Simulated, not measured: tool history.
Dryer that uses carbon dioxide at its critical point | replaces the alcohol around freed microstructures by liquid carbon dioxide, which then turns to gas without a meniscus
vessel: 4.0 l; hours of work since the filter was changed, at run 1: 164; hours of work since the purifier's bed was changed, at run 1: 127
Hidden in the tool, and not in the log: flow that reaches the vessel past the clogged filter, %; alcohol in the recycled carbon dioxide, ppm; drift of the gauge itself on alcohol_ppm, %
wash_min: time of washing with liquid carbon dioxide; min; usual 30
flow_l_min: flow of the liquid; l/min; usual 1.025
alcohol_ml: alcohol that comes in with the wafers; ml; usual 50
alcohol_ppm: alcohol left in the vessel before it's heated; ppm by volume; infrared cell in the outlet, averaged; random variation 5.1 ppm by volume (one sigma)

run   hour  wash_min  flow_l_min  alcohol_ml  hours of work since the filter was changed  hours of work since the purifier's bed was changed  alcohol_ppm
  1      0        30       1.025          50                                         164                                                 127          108
  2     16        30       1.025          89                                         170                                                 134          146
  3   28.8        30       1.025          89                                         176                                                 139          157
  4   51.7        30       1.025          89                                         185                                                 149          150
  5   76.7        30       1.025          89                                         196                                                 159          155
  6   94.8        30       1.025          89                                         203                                                 167          159
  7  108.3        30       1.025          50                                         209                                                 172          118
  8    127        30       1.025          50                                         217                                                 180          127
  9  143.5        30       1.025          50                                         223                                                 187          119
 10  162.4        30       1.025          50                                         231                                                 195          125
 11  180.6        30       1.025          50                                         239                                                 202          131
 12  209.9        30       1.025          50                                         251                                                 215          117
 13    234        30       1.025          50                                         261                                                 225          130
 14  263.8        30        0.85          50                                         274                                                 237          223
 15  291.8        30        0.85          50                                         285                                                 249          229
 16    304        28        1.03          77                                         290                                                 254          219
 17    330        28        1.03          77                                         301                                                 265          213
 18  348.1        30       1.025          24                                         309                                                 272          115
 19  373.8        28        0.67          50                                         319                                                 283          620
 20  403.5        35        0.67          20                                         332                                                 295          191
 21  430.9        35        0.67          20                                         343                                                 307          184
 22  446.1        35        1.39          28                                         349                                                 313           99
 23  459.7        28           1          22                                         355                                                 319          153
 24  478.9        47        1.68          24                                         363                                                 327           95
 25  498.3        47        1.68          24                                         371                                                 335          105
 26  519.4        30       1.025          46                                         380                                                 344          168
 27    539        36         1.6          78                                         388                                                 352          118
 28  552.8        36         1.6          78                                         394                                                 357          107
 29  580.3        36        1.02          99                                         405                                                 369          165
 30  600.9        36        1.02          99                                         414                                                 377          162

Measured less the same run without the tool's hidden state. The same run-to-run variation is in both; the gauge's scatter may not be:
run  alcohol_ppm
  1          +42
  2          +49
  3          +51
  4          +54
  5          +59
  6          +62
  7          +57
  8          +63
  9          +63
 10          +67
 11          +69
 12          +71
 13          +77
 14          +90
 15          +95
 16          +95
 17          +98
 18          +85
 19         +147
 20         +102
 21         +104
 22          +94
 23         +105
 24          +95
 25          +99
 26         +114
 27         +105
 28         +103
 29         +120
 30         +123

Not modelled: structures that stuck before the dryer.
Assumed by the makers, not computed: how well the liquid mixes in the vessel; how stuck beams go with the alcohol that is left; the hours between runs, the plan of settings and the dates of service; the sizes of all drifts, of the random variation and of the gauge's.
